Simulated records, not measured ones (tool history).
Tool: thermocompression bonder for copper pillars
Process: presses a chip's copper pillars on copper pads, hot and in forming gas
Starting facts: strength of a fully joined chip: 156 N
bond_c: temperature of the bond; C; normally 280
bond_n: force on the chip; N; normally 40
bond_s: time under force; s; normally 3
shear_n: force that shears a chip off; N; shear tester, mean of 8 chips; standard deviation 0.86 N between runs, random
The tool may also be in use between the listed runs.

run,hour,bond_c,bond_n,bond_s,shear_n
1,0.0,280,40,3,70.1
2,16.7,280,40,3,69.9
3,41.3,280,40,3,69.9
4,60.0,280,40,3,70.1
5,74.2,306,40,3,88.7
6,87.6,306,40,3,89.5
7,99.8,280,40,3,69.0
8,124.5,280,40,3,69.5
9,144.4,280,40,3,69.5
10,159.6,280,40,3,70.6
11,174.8,280,34,2,52.0
12,198.4,278,27,2,39.9
13,220.2,267,40,3,60.2
14,232.3,274,58,3,88.7
15,255.4,269,33,2,43.8
16,271.9,280,45,3,78.1
17,286.1,280,40,3,69.5
18,307.5,280,40,3,70.4
19,322.7,258,40,5,65.7
20,343.2,258,40,5,66.6

3 ways to go on from here, each from the tool as it stands after run 20. What would each give?
A,360.8,280,42,3,?
B,360.8,280,39,2,?
C,360.8,293,47,3,?

run,shear_n
A,73.0
B,59.0
C,90.9
What these runs would have given with no unlogged condition in the tool:
run,shear_n
A,72.9
B,58.9
C,90.9
